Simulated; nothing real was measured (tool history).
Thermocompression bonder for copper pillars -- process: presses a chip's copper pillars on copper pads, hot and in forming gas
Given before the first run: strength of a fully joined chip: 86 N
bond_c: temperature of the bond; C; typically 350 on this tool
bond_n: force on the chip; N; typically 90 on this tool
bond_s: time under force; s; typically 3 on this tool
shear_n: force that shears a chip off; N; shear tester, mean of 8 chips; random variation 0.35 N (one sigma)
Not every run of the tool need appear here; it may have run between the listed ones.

run    hour  bond_c  bond_n  bond_s  shear_n
  1       0     350      90       3     56.9
  2    70.6     350      90       3     57.2
  3   148.5     350      90       3     57.1
  4   213.2     350      90       4     61.8
  5   279.9     350      90       3       57
  6   356.2     350      90       3     57.6
  7   435.6     350      69       3     48.3
  8   484.2     350     123       3     67.9
      518.4  -- forming gas filter changed
  9   526.4     350     123       3     67.5
      551.7  -- force cell calibrated
 10   562.9     350      90       3     57.8
 11   641.1     350      90       3     56.9
 12   677.3     350      90       3     57.5
 13   726.6     350      90       3     57.5
 14   775.4     350     107       3     62.6
      814.1  -- heater calibrated with a thermocouple chip
 15   832.8     350     107       3     63.3
 16   912.5     350     107       4     67.3
 17   990.1     350     107       4     66.5
 18  1067.9     350      90       2     50.7
 19  1150.2     350      90       3     57.3
     1198.7  -- forming gas filter changed
 20  1205.2     350      90       3     57.4
 21  1276.3     350      90       3     57.3

What will run 22 give?
 22  1340.5     350      54       4        ?

shear_n: 44.2 N
Had the tool carried no hidden state, the very same run would have given shear_n 44.1 N.
